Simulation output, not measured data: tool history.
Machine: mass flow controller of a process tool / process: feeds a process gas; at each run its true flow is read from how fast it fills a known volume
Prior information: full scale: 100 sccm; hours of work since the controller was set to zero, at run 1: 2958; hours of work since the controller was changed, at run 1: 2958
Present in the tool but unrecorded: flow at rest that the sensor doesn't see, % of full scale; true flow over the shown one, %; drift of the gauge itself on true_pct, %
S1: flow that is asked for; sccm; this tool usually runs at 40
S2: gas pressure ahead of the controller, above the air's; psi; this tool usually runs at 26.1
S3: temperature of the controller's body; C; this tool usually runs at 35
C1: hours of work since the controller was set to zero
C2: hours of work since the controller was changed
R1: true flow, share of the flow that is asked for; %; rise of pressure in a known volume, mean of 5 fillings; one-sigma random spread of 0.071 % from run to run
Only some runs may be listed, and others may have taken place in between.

Run 1, day 0.000: usual settings; C1 2958; C2 2958. Result: R1 103.03 %.
Run 2, day 4.221: usual settings but S1 27 sccm; C1 3014; C2 3014. Result: R1 103.87 %.
Run 3, day 9.742: usual settings but S1 27 sccm; C1 3086; C2 3086. Result: R1 104.18 %.
Run 4, day 17.121: usual settings but S1 11 sccm; C1 3184; C2 3184. Result: R1 107.76 %.
Run 5, day 25.492: usual settings but S2 24.5 psi; C1 3294; C2 3294. Result: R1 103.29 %.
Run 6, day 30.450: usual settings but S2 24.5 psi; C1 3359; C2 3359. Result: R1 103.33 %.
Run 7, day 37.525: usual settings but S2 28.4 psi; C1 3452; C2 3452. Result: R1 103.67 %.
Run 8, day 43.450: usual settings but S2 28.4 psi; C1 3530; C2 3530. Result: R1 103.49 %.
Run 9, day 53.121: usual settings but S2 28.4 psi; C1 3657; C2 3657. Result: R1 103.85 %.
Run 10, day 59.196: usual settings but S2 20.6 psi; C1 3737; C2 3737. Result: R1 103.40 %.
Run 11, day 67.192: usual settings but S2 20.6 psi; C1 3842; C2 3842. Result: R1 103.58 %.
Run 12, day 72.654: usual settings but S3 30 C; C1 3914; C2 3914. Result: R1 103.34 %.
Run 13, day 79.962: usual settings but S3 30 C; C1 4010; C2 4010. Result: R1 103.34 %.
Run 14, day 87.738: usual settings but S3 30 C; C1 4113; C2 4113. Result: R1 103.35 %.
Run 15, day 96.004: usual settings but S1 12 sccm, S2 30.6 psi, S3 23 C; C1 4221; C2 4221. Result: R1 108.49 %.
Run 16, day 101.996: usual settings but S1 41 sccm, S2 38.0 psi, S3 23 C; C1 4300; C2 4300. Result: R1 103.43 %.
Run 17, day 108.704: usual settings but S1 41 sccm, S2 38.0 psi, S3 23 C; C1 4388; C2 4388. Result: R1 103.41 %.
Run 18, day 113.496: usual settings but S1 10 sccm; C1 4452; C2 4452. Result: R1 111.71 %.
Run 19, day 122.900: usual settings but S1 92 sccm, S2 26.4 psi, S3 28 C; C1 4575; C2 4575. Result: R1 102.42 %.
Run 20, day 132.308: usual settings but S1 92 sccm, S2 26.4 psi, S3 28 C; C1 4699; C2 4699. Result: R1 102.48 %.
Run 21, day 139.550: usual settings but S1 81 sccm, S2 28.0 psi, S3 29 C; C1 4794; C2 4794. Result: R1 102.77 %.
Run 22, day 145.171: usual settings but S1 81 sccm, S2 28.0 psi, S3 29 C; C1 4868; C2 4868. Result: R1 102.88 %.
Run 23, day 151.142: usual settings but S1 20 sccm, S2 28.0 psi, S3 38 C; C1 4947; C2 4947. Result: R1 107.72 %.
Run 24, day 160.725: usual settings but S1 21 sccm, S3 27 C; C1 5073; C2 5073. Result: R1 106.45 %.
Run 25, day 170.133: usual settings but S1 80 sccm, S2 27.3 psi, S3 33 C; C1 5197; C2 5197. Result: R1 103.35 %.
Run 26, day 178.742: usual settings but S2 34.2 psi, S3 22 C; C1 5310; C2 5310. Result: R1 103.99 %.
Run 27, day 186.067: usual settings but S1 20 sccm, S2 26.3 psi; C1 5406; C2 5406. Result: R1 107.94 %.

Predict each of these 3 candidate next runs independently; none follows another, all start after run 27:
Run A, day 193.396: usual settings but S1 20 sccm, S2 26.3 psi, S3 38 C; C1 5503; C2 5503. Result: R1 ?.
Run B, day 193.396: usual settings but S1 14 sccm, S2 26.3 psi, S3 32 C; C1 5503; C2 5503. Result: R1 ?.
Run C, day 193.396: usual settings but S1 45 sccm, S2 23.2 psi, S3 30 C; C1 5503; C2 5503. Result: R1 ?.

run      R1
  A  108.38
  B  110.35
  C  104.06
Had the tool no hidden state, the same runs would have come out as:
run      R1
  A  100.68
  B   99.96
  C   99.85

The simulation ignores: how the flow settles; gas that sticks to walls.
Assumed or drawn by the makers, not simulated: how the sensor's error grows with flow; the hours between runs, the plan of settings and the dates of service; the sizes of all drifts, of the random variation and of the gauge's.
